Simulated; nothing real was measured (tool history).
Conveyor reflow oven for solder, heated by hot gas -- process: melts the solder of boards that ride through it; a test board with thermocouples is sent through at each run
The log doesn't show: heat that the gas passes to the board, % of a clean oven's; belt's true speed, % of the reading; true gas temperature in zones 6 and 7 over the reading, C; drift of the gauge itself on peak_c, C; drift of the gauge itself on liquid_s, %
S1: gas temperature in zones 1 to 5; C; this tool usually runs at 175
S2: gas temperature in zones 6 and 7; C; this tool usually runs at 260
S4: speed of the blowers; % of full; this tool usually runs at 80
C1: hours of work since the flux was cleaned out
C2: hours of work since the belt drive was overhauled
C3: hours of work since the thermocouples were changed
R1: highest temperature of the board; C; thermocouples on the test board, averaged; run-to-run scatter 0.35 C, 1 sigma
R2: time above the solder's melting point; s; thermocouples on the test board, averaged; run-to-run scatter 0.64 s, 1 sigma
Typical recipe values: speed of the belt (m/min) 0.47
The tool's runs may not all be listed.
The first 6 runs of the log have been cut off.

run 7 hour=86.4 | S1=175 S2=260 speed_of_the_belt_(m/min)=0.47 S4=80 | C1=63 C2=119 C3=217 | R1=246.1 R2=70.2
run 8 hour=101 | S1=175 S2=260 speed_of_the_belt_(m/min)=0.47 S4=86 | C1=70 C2=126 C3=225 | R1=246 R2=71.7
run 9 hour=117.8 | S1=187 S2=260 speed_of_the_belt_(m/min)=0.47 S4=80 | C1=79 C2=135 C3=233 | R1=247.9 R2=77.7
run 10 hour=137.8 | S1=187 S2=260 speed_of_the_belt_(m/min)=0.47 S4=80 | C1=89 C2=145 C3=243 | R1=247.8 R2=78.8
run 11 hour=147.6 | S1=180 S2=260 speed_of_the_belt_(m/min)=0.47 S4=80 | C1=94 C2=150 C3=248 | R1=246 R2=73.1
run 12 hour=166.9 | S1=180 S2=260 speed_of_the_belt_(m/min)=0.47 S4=80 | C1=104 C2=160 C3=258 | R1=246.4 R2=73.5
run 13 hour=181.5 | S1=180 S2=260 speed_of_the_belt_(m/min)=0.47 S4=80 | C1=112 C2=168 C3=266 | R1=246.2 R2=73.8
run 14 hour=197.6 | S1=169 S2=260 speed_of_the_belt_(m/min)=0.47 S4=80 | C1=120 C2=176 C3=274 | R1=244.1 R2=65.2
run 15 hour=216.7 | S1=169 S2=260 speed_of_the_belt_(m/min)=0.47 S4=80 | C1=130 C2=185 C3=284 | R1=244 R2=64.4
run 16 hour=230.4 | S1=163 S2=256 speed_of_the_belt_(m/min)=0.504 S4=74 | C1=137 C2=193 C3=291 | R1=235.3 R2=44.6
run 17 hour=252.5 | S1=163 S2=256 speed_of_the_belt_(m/min)=0.504 S4=80 | C1=148 C2=204 C3=302 | R1=237.5 R2=47.6
run 18 hour=264.7 | S1=181 S2=260 speed_of_the_belt_(m/min)=0.498 S4=80 | C1=154 C2=210 C3=308 | R1=244.3 R2=66.7
run 19 hour=287.3 | S1=185 S2=260 speed_of_the_belt_(m/min)=0.498 S4=80 | C1=166 C2=222 C3=320 | R1=245.6 R2=69.8
run 20 hour=309.5 | S1=178 S2=260 speed_of_the_belt_(m/min)=0.417 S4=54 | C1=177 C2=233 C3=331 | R1=242.9 R2=74.7
run 21 hour=323.9 | S1=178 S2=260 speed_of_the_belt_(m/min)=0.417 S4=65 | C1=184 C2=240 C3=338 | R1=245.7 R2=80.8
run 22 hour=345 | S1=178 S2=260 speed_of_the_belt_(m/min)=0.417 S4=65 | C1=195 C2=251 C3=349 | R1=245.8 R2=80.8
run 23 hour=368.5 | S1=178 S2=274 speed_of_the_belt_(m/min)=0.425 S4=65 | C1=207 C2=263 C3=361 | R1=256.9 R2=91.8
run 24 hour=389.3 | S1=175 S2=260 speed_of_the_belt_(m/min)=0.47 S4=79 | C1=218 C2=274 C3=372 | R1=244.3 R2=67.3
run 25 hour=399.7 | S1=187 S2=260 speed_of_the_belt_(m/min)=0.47 S4=79 | C1=223 C2=279 C3=377 | R1=246 R2=76.7
run 26 hour=414 | S1=179 S2=272 speed_of_the_belt_(m/min)=0.47 S4=79 | C1=230 C2=286 C3=384 | R1=255.2 R2=81
run 27 hour=427.6 | S1=175 S2=260 speed_of_the_belt_(m/min)=0.442 S4=80 | C1=237 C2=293 C3=391 | R1=246.2 R2=74.8
run 28 hour=445.1 | S1=170 S2=268 speed_of_the_belt_(m/min)=0.47 S4=56 | C1=246 C2=302 C3=400 | R1=243.4 R2=61.5
run 29 hour=464.4 | S1=175 S2=270 speed_of_the_belt_(m/min)=0.47 S4=80 | C1=256 C2=312 C3=410 | R1=253.2 R2=76.9
run 30 hour=479.3 | S1=175 S2=270 speed_of_the_belt_(m/min)=0.47 S4=80 | C1=264 C2=320 C3=418 | R1=252.1 R2=77.6

4 options for the next run, each taken on its own from the tool as it stands now. Forecast them:
run A hour=496.7 | S1=175 S2=260 speed_of_the_belt_(m/min)=0.558 S4=80 | C1=273 C2=328 C3=427 | R1=? R2=?
run B hour=496.7 | S1=166 S2=270 speed_of_the_belt_(m/min)=0.47 S4=57 | C1=273 C2=328 C3=427 | R1=? R2=?
run C hour=496.7 | S1=175 S2=274 speed_of_the_belt_(m/min)=0.47 S4=83 | C1=273 C2=328 C3=427 | R1=? R2=?
run D hour=496.7 | S1=177 S2=260 speed_of_the_belt_(m/min)=0.471 S4=73 | C1=273 C2=328 C3=427 | R1=? R2=?

run=A R1=238.6 R2=47.3
run=B R1=244.1 R2=61.8
run=C R1=257 R2=81.2
run=D R1=242.7 R2=66.7
With no hidden state in the tool, these same runs would have given:
run=A R1=240 R2=50.1
run=B R1=245.2 R2=63.7
run=C R1=258.1 R2=82.5
run=D R1=243.6 R2=68.5
